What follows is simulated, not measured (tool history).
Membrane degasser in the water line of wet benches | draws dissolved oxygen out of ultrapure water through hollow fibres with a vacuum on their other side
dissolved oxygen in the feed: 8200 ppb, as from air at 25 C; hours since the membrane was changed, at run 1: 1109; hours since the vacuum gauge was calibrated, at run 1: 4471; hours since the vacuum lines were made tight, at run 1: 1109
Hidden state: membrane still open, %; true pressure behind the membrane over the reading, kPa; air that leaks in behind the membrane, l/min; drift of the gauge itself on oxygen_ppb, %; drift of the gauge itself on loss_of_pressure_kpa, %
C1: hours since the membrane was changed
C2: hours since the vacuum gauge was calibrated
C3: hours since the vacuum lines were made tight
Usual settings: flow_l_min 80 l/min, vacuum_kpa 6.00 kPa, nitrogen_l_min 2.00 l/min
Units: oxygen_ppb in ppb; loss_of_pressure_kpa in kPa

Run 1, hour 0.0: usual settings; C1 1109; C2 4471; C3 1109. Result: oxygen_ppb 241.9 ppb, loss_of_pressure_kpa 50.44 kPa.
Run 2, hour 332.3: usual settings; C1 1441; C2 4803; C3 1441. Result: oxygen_ppb 244.1 ppb, loss_of_pressure_kpa 50.28 kPa.
At hour 355.2: vacuum gauge calibrated.
Run 3, hour 601.6: usual settings; C1 1710; C2 246; C3 1710. Result: oxygen_ppb 246.9 ppb, loss_of_pressure_kpa 50.32 kPa.
Run 4, hour 934.8: usual settings; C1 2043; C2 580; C3 2043. Result: oxygen_ppb 245.1 ppb, loss_of_pressure_kpa 50.38 kPa.
Run 5, hour 1138.5: usual settings; C1 2247; C2 783; C3 2247. Result: oxygen_ppb 242.6 ppb, loss_of_pressure_kpa 50.58 kPa.
Run 6, hour 1392.8: usual settings but vacuum_kpa 9.65 kPa; C1 2501; C2 1038; C3 2501. Result: oxygen_ppb 516.7 ppb, loss_of_pressure_kpa 50.07 kPa.
Run 7, hour 1725.4: usual settings but vacuum_kpa 9.65 kPa; C1 2834; C2 1370; C3 2834. Result: oxygen_ppb 516.2 ppb, loss_of_pressure_kpa 50.05 kPa.
Run 8, hour 1992.3: usual settings but vacuum_kpa 13.08 kPa; C1 3101; C2 1637; C3 3101. Result: oxygen_ppb 748.3 ppb, loss_of_pressure_kpa 50.16 kPa.
Run 9, hour 2268.3: usual settings but vacuum_kpa 11.33 kPa; C1 3377; C2 1913; C3 3377. Result: oxygen_ppb 634.7 ppb, loss_of_pressure_kpa 50.17 kPa.
Run 10, hour 2470.1: usual settings but flow_l_min 53 l/min, vacuum_kpa 11.33 kPa; C1 3579; C2 2115; C3 3579. Result: oxygen_ppb 446.3 ppb, loss_of_pressure_kpa 33.27 kPa.
Run 11, hour 2741.3: usual settings but flow_l_min 53 l/min, vacuum_kpa 11.33 kPa; C1 3850; C2 2386; C3 3850. Result: oxygen_ppb 439.1 ppb, loss_of_pressure_kpa 33.08 kPa.
Run 12, hour 2956.1: usual settings but flow_l_min 53 l/min, vacuum_kpa 11.33 kPa; C1 4065; C2 2601; C3 4065. Result: oxygen_ppb 451.7 ppb, loss_of_pressure_kpa 33.28 kPa.
Run 13, hour 3133.7: usual settings but flow_l_min 53 l/min, vacuum_kpa 11.33 kPa; C1 4242; C2 2779; C3 4242. Result: oxygen_ppb 444.0 ppb, loss_of_pressure_kpa 33.08 kPa.
Run 14, hour 3286.9: usual settings but flow_l_min 53 l/min, vacuum_kpa 11.33 kPa; C1 4396; C2 2932; C3 4396. Result: oxygen_ppb 451.6 ppb, loss_of_pressure_kpa 33.06 kPa.
Run 15, hour 3553.3: usual settings; C1 4662; C2 3198; C3 4662. Result: oxygen_ppb 246.4 ppb, loss_of_pressure_kpa 50.17 kPa.
Run 16, hour 3842.3: usual settings; C1 4951; C2 3487; C3 4951. Result: oxygen_ppb 244.8 ppb, loss_of_pressure_kpa 50.30 kPa.
Run 17, hour 4157.4: usual settings but nitrogen_l_min 2.78 l/min; C1 5266; C2 3802; C3 5266. Result: oxygen_ppb 193.0 ppb, loss_of_pressure_kpa 49.65 kPa.
Run 18, hour 4452.2: usual settings but flow_l_min 90 l/min, vacuum_kpa 4.58 kPa; C1 5561; C2 4097; C3 5561. Result: oxygen_ppb 160.1 ppb, loss_of_pressure_kpa 56.28 kPa.
Run 19, hour 4759.7: usual settings but flow_l_min 68 l/min, nitrogen_l_min 3.21 l/min; C1 5868; C2 4405; C3 5868. Result: oxygen_ppb 141.5 ppb, loss_of_pressure_kpa 42.39 kPa.
Run 20, hour 5037.0: usual settings but flow_l_min 121 l/min, vacuum_kpa 9.99 kPa, nitrogen_l_min 1.56 l/min; C1 6146; C2 4682; C3 6146. Result: oxygen_ppb 904.3 ppb, loss_of_pressure_kpa 74.73 kPa.
At hour 5175.3: vacuum gauge calibrated.
Run 21, hour 5286.8: usual settings but flow_l_min 121 l/min, vacuum_kpa 9.99 kPa, nitrogen_l_min 1.56 l/min; C1 6395; C2 112; C3 6395. Result: oxygen_ppb 908.4 ppb, loss_of_pressure_kpa 75.55 kPa.
Run 22, hour 5454.6: usual settings but flow_l_min 66 l/min, vacuum_kpa 4.44 kPa; C1 6563; C2 279; C3 6563. Result: oxygen_ppb 97.7 ppb, loss_of_pressure_kpa 40.94 kPa.
Run 23, hour 5678.0: usual settings but flow_l_min 66 l/min, vacuum_kpa 4.44 kPa; C1 6786; C2 503; C3 6786. Result: oxygen_ppb 97.8 ppb, loss_of_pressure_kpa 41.24 kPa.
Run 24, hour 5919.7: usual settings but flow_l_min 82 l/min; C1 7028; C2 744; C3 7028. Result: oxygen_ppb 249.9 ppb, loss_of_pressure_kpa 50.99 kPa.
Run 25, hour 6225.0: usual settings but flow_l_min 82 l/min; C1 7333; C2 1050; C3 7333. Result: oxygen_ppb 251.1 ppb, loss_of_pressure_kpa 50.89 kPa.
Run 26, hour 6449.0: usual settings but vacuum_kpa 9.43 kPa, nitrogen_l_min 3.03 l/min; C1 7557; C2 1274; C3 7557. Result: oxygen_ppb 367.9 ppb, loss_of_pressure_kpa 49.44 kPa.
Run 27, hour 6754.2: usual settings but vacuum_kpa 9.43 kPa, nitrogen_l_min 3.03 l/min; C1 7862; C2 1579; C3 7862. Result: oxygen_ppb 368.4 ppb, loss_of_pressure_kpa 49.61 kPa.
Run 28, hour 7052.1: usual settings but vacuum_kpa 6.19 kPa; C1 8160; C2 1877; C3 8160. Result: oxygen_ppb 262.6 ppb, loss_of_pressure_kpa 49.58 kPa.
Run 29, hour 7376.3: usual settings but flow_l_min 57 l/min, nitrogen_l_min 1.52 l/min; C1 8484; C2 2201; C3 8484. Result: oxygen_ppb 215.6 ppb, loss_of_pressure_kpa 35.10 kPa.
Run 30, hour 7648.0: usual settings but flow_l_min 74 l/min, vacuum_kpa 3.69 kPa, nitrogen_l_min 3.01 l/min; C1 8756; C2 2473; C3 8756. Result: oxygen_ppb 45.2 ppb, loss_of_pressure_kpa 45.69 kPa.
Run 31, hour 7974.2: usual settings but flow_l_min 86 l/min, vacuum_kpa 5.62 kPa, nitrogen_l_min 3.01 l/min; C1 9082; C2 2799; C3 9082. Result: oxygen_ppb 176.0 ppb, loss_of_pressure_kpa 52.96 kPa.

5 ways to go on from here, each from the tool as it stands after run 31. What would each give?
Run A, hour 8140.7: usual settings but flow_l_min 51 l/min, vacuum_kpa 12.28 kPa, nitrogen_l_min 1.53 l/min; C1 9249; C2 2965; C3 9249. Result: oxygen_ppb ?, loss_of_pressure_kpa ?.
Run B, hour 8140.7: usual settings but flow_l_min 86 l/min, vacuum_kpa 11.55 kPa, nitrogen_l_min 1.76 l/min; C1 9249; C2 2965; C3 9249. Result: oxygen_ppb ?, loss_of_pressure_kpa ?.
Run C, hour 8140.7: usual settings but flow_l_min 92 l/min, vacuum_kpa 14.85 kPa, nitrogen_l_min 5.17 l/min; C1 9249; C2 2965; C3 9249. Result: oxygen_ppb ?, loss_of_pressure_kpa ?.
Run D, hour 8140.7: usual settings but flow_l_min 123 l/min, vacuum_kpa 6.46 kPa; C1 9249; C2 2965; C3 9249. Result: oxygen_ppb ?, loss_of_pressure_kpa ?.
Run E, hour 8140.7: usual settings but vacuum_kpa 9.49 kPa; C1 9249; C2 2965; C3 9249. Result: oxygen_ppb ?, loss_of_pressure_kpa ?.

run  oxygen_ppb  loss_of_pressure_kpa
  A       605.9                 31.58
  B       766.8                 52.47
  C       481.5                 56.58
  D       452.7                 75.92
  E       514.1                 49.63
Without the tool's hidden state the same runs would have given:
run  oxygen_ppb  loss_of_pressure_kpa
  A       605.8                 32.28
  B       766.7                 53.65
  C       481.4                 57.84
  D       452.4                 77.62
  E       514.0                 50.73
